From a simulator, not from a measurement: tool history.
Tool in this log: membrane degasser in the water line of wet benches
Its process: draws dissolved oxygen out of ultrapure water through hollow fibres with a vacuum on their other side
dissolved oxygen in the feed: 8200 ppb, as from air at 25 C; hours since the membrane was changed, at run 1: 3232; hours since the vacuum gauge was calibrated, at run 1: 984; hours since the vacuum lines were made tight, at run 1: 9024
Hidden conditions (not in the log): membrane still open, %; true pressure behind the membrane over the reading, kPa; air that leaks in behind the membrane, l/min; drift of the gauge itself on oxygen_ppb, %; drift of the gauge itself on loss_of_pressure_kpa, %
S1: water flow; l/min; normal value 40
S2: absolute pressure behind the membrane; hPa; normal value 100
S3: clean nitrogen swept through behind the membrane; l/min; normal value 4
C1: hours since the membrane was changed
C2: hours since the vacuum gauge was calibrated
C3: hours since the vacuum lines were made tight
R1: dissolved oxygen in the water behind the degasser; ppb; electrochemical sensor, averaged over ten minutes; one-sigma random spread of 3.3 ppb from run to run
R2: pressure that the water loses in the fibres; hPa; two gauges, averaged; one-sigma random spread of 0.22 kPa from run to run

{"run": 1, "day": 0.0, "S1": 40, "S2": 100, "S3": 4, "C1": 3232, "C2": 984, "C3": 9024, "R1": 328.3, "R2": 522.3}
{"run": 2, "day": 5.271, "S1": 40, "S2": 100, "S3": 4, "C1": 3359, "C2": 1111, "C3": 9151, "R1": 330.5, "R2": 520}
{"run": 3, "day": 9.825, "S1": 40, "S2": 100, "S3": 4, "C1": 3468, "C2": 1220, "C3": 9260, "R1": 329.2, "R2": 516.6}
{"run": 4, "day": 12.896, "S1": 40, "S2": 100, "S3": 4, "C1": 3542, "C2": 1294, "C3": 9334, "R1": 328.1, "R2": 523}
{"run": 5, "day": 16.975, "S1": 40, "S2": 100, "S3": 4, "C1": 3640, "C2": 1392, "C3": 9432, "R1": 329.4, "R2": 520.8}
{"day": 18.317, "done": "seals of the vacuum lines changed"}
{"run": 6, "day": 20.229, "S1": 40, "S2": 107, "S3": 4, "C1": 3716, "C2": 1468, "C3": 46, "R1": 349.2, "R2": 522.9}
{"run": 7, "day": 26.258, "S1": 40, "S2": 107, "S3": 4, "C1": 3860, "C2": 1613, "C3": 191, "R1": 341.2, "R2": 518.3}
{"run": 8, "day": 30.458, "S1": 40, "S2": 107, "S3": 4, "C1": 3961, "C2": 1713, "C3": 291, "R1": 348.6, "R2": 521.1}
{"run": 9, "day": 35.6, "S1": 56, "S2": 100, "S3": 4, "C1": 4085, "C2": 1837, "C3": 415, "R1": 478.8, "R2": 721.5}
{"run": 10, "day": 38.125, "S1": 56, "S2": 100, "S3": 4, "C1": 4145, "C2": 1897, "C3": 475, "R1": 465.5, "R2": 728.1}
{"run": 11, "day": 40.704, "S1": 40, "S2": 100, "S3": 4, "C1": 4207, "C2": 1959, "C3": 537, "R1": 331.1, "R2": 521.6}
{"run": 12, "day": 45.812, "S1": 40, "S2": 100, "S3": 4, "C1": 4330, "C2": 2082, "C3": 660, "R1": 331.6, "R2": 522.4}
{"run": 13, "day": 51.254, "S1": 40, "S2": 100, "S3": 2.24, "C1": 4460, "C2": 2212, "C3": 790, "R1": 438.3, "R2": 523.5}
{"run": 14, "day": 56.888, "S1": 40, "S2": 100, "S3": 4, "C1": 4595, "C2": 2348, "C3": 926, "R1": 326.7, "R2": 519.5}
{"run": 15, "day": 59.754, "S1": 40, "S2": 100, "S3": 4, "C1": 4664, "C2": 2416, "C3": 994, "R1": 327.6, "R2": 524.1}
{"run": 16, "day": 63.342, "S1": 40, "S2": 100, "S3": 4, "C1": 4750, "C2": 2503, "C3": 1081, "R1": 331.9, "R2": 523.9}
{"run": 17, "day": 66.758, "S1": 38, "S2": 72, "S3": 1.9, "C1": 4832, "C2": 2585, "C3": 1163, "R1": 333.3, "R2": 494.1}
{"run": 18, "day": 70.754, "S1": 58, "S2": 175, "S3": 4, "C1": 4928, "C2": 2680, "C3": 1258, "R1": 715.2, "R2": 758.9}
{"run": 19, "day": 73.621, "S1": 58, "S2": 175, "S3": 4, "C1": 4997, "C2": 2749, "C3": 1327, "R1": 718.6, "R2": 753.8}
{"run": 20, "day": 78.775, "S1": 40, "S2": 164, "S3": 2.98, "C1": 5121, "C2": 2873, "C3": 1451, "R1": 548.8, "R2": 523.2}
{"run": 21, "day": 83.821, "S1": 40, "S2": 100, "S3": 2.33, "C1": 5242, "C2": 2994, "C3": 1572, "R1": 428.6, "R2": 523.7}
{"run": 22, "day": 89.125, "S1": 41, "S2": 212, "S3": 1.81, "C1": 5369, "C2": 3121, "C3": 1699, "R1": 971.4, "R2": 531}
{"run": 23, "day": 94.358, "S1": 41, "S2": 212, "S3": 1.81, "C1": 5495, "C2": 3247, "C3": 1825, "R1": 957.3, "R2": 532.6}
{"run": 24, "day": 100.167, "S1": 41, "S2": 212, "S3": 1.81, "C1": 5634, "C2": 3386, "C3": 1964, "R1": 966.3, "R2": 531.7}
{"run": 25, "day": 106.129, "S1": 43, "S2": 123, "S3": 4, "C1": 5777, "C2": 3529, "C3": 2107, "R1": 405.1, "R2": 556}
{"run": 26, "day": 109.571, "S1": 26, "S2": 72, "S3": 10.17, "C1": 5860, "C2": 3612, "C3": 2190, "R1": 121.9, "R2": 336.9}
{"run": 27, "day": 112.838, "S1": 52, "S2": 71, "S3": 4, "C1": 5938, "C2": 3690, "C3": 2268, "R1": 355.3, "R2": 679.4}
{"run": 28, "day": 117.7, "S1": 52, "S2": 71, "S3": 4, "C1": 6055, "C2": 3807, "C3": 2385, "R1": 359.5, "R2": 677.1}
{"run": 29, "day": 122.65, "S1": 26, "S2": 80, "S3": 4.32, "C1": 6174, "C2": 3926, "C3": 2504, "R1": 164.7, "R2": 339.4}

Describe how what the log doesn't record of the tool's condition differs between the last listed run preceding each entry between runs and the first listed run following it.
Between runs 5 and 6: seals of the vacuum lines changed (day 18.317)
  air that leaks in behind the membrane, l/min: 0.0025 -> 0.002
